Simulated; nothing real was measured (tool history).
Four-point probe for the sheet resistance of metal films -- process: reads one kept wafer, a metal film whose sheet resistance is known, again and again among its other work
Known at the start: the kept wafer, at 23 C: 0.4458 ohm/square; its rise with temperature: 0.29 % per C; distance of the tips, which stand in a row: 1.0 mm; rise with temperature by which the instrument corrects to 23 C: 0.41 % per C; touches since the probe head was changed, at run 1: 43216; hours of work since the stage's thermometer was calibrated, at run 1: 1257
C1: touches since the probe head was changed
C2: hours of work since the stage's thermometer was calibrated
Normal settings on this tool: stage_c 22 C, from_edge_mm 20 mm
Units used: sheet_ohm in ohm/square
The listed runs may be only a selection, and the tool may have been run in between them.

run 1 hour=0.0 | stage_c=22 from_edge_mm=20 | C1=43216 C2=1257 | sheet_ohm=0.445848
run 2 hour=44.2 | stage_c=22 from_edge_mm=20 | C1=45008 C2=1284 | sheet_ohm=0.446104
run 3 hour=77.1 | stage_c=22 from_edge_mm=20 | C1=46343 C2=1305 | sheet_ohm=0.446196
run 4 hour=101.5 | stage_c=22 from_edge_mm=20 | C1=47329 C2=1320 | sheet_ohm=0.446199
run 5 hour=140.6 | stage_c=22 from_edge_mm=20 | C1=48916 C2=1344 | sheet_ohm=0.446190
run 6 hour=168.8 | stage_c=22 from_edge_mm=20 | C1=50061 C2=1361 | sheet_ohm=0.446247
run 7 hour=195.8 | stage_c=22 from_edge_mm=20 | C1=51154 C2=1378 | sheet_ohm=0.446028
run 8 hour=218.6 | stage_c=22 from_edge_mm=20 | C1=52079 C2=1392 | sheet_ohm=0.446042
run 9 hour=245.7 | stage_c=22 from_edge_mm=20 | C1=53177 C2=1408 | sheet_ohm=0.446127
run 10 hour=280.5 | stage_c=22 from_edge_mm=20 | C1=54589 C2=1430 | sheet_ohm=0.446114
run 11 hour=316.0 | stage_c=22 from_edge_mm=20 | C1=56026 C2=1452 | sheet_ohm=0.446373
run 12 hour=341.1 | stage_c=22 from_edge_mm=20 | C1=57042 C2=1467 | sheet_ohm=0.446249
run 13 hour=374.2 | stage_c=22 from_edge_mm=20 | C1=58386 C2=1487 | sheet_ohm=0.446240
run 14 hour=412.5 | stage_c=22 from_edge_mm=20 | C1=59939 C2=1511 | sheet_ohm=0.446285
run 15 hour=431.9 | stage_c=22 from_edge_mm=20 | C1=60724 C2=1523 | sheet_ohm=0.446245
run 16 hour=451.4 | stage_c=22 from_edge_mm=20 | C1=61515 C2=1535 | sheet_ohm=0.446349
run 17 hour=485.4 | stage_c=22 from_edge_mm=20 | C1=62896 C2=1556 | sheet_ohm=0.446394
run 18 hour=530.0 | stage_c=22 from_edge_mm=20 | C1=64704 C2=1583 | sheet_ohm=0.446487
run 19 hour=549.3 | stage_c=18 from_edge_mm=8 | C1=65486 C2=1595 | sheet_ohm=0.451875
run 20 hour=586.5 | stage_c=19 from_edge_mm=7 | C1=66993 C2=1618 | sheet_ohm=0.452386
run 21 hour=631.7 | stage_c=22 from_edge_mm=59 | C1=68827 C2=1646 | sheet_ohm=0.445741
run 22 hour=670.8 | stage_c=26 from_edge_mm=14 | C1=70409 C2=1670 | sheet_ohm=0.444876
run 23 hour=692.5 | stage_c=26 from_edge_mm=14 | C1=71292 C2=1683 | sheet_ohm=0.444961
run 24 hour=732.7 | stage_c=23 from_edge_mm=32 | C1=72918 C2=1708 | sheet_ohm=0.445415
run 25 hour=761.8 | stage_c=23 from_edge_mm=32 | C1=74098 C2=1726 | sheet_ohm=0.445701
run 26 hour=781.0 | stage_c=23 from_edge_mm=32 | C1=74880 C2=1738 | sheet_ohm=0.445554
run 27 hour=816.6 | stage_c=23 from_edge_mm=32 | C1=76319 C2=1760 | sheet_ohm=0.445609
-- hour=852.6 stage's thermometer calibrated
run 28 hour=853.0 | stage_c=23 from_edge_mm=32 | C1=77778 C2=0 | sheet_ohm=0.446212
run 29 hour=893.4 | stage_c=23 from_edge_mm=32 | C1=79415 C2=25 | sheet_ohm=0.446370
run 30 hour=937.9 | stage_c=22 from_edge_mm=30 | C1=81220 C2=53 | sheet_ohm=0.446672
run 31 hour=957.2 | stage_c=22 from_edge_mm=30 | C1=82003 C2=64 | sheet_ohm=0.446813
run 32 hour=988.6 | stage_c=32 from_edge_mm=9 | C1=83276 C2=84 | sheet_ohm=0.444013
run 33 hour=1023.7 | stage_c=33 from_edge_mm=20 | C1=84698 C2=105 | sheet_ohm=0.441333

Each row is a separate what-if for the run after 33, all from the same tool condition, not one after another. Results?
run A hour=1050.0 | stage_c=18 from_edge_mm=4 | C1=85765 C2=122 | sheet_ohm=?
run B hour=1050.0 | stage_c=23 from_edge_mm=4 | C1=85765 C2=122 | sheet_ohm=?
run C hour=1050.0 | stage_c=22 from_edge_mm=54 | C1=85765 C2=122 | sheet_ohm=?

run=A sheet_ohm=0.463653
run=B sheet_ohm=0.460618
run=C sheet_ohm=0.446733
The same runs, with their run-to-run variation unchanged, on a tool lacking any hidden condition would have given:
run=A sheet_ohm=0.463371
run=B sheet_ohm=0.460337
run=C sheet_ohm=0.446460

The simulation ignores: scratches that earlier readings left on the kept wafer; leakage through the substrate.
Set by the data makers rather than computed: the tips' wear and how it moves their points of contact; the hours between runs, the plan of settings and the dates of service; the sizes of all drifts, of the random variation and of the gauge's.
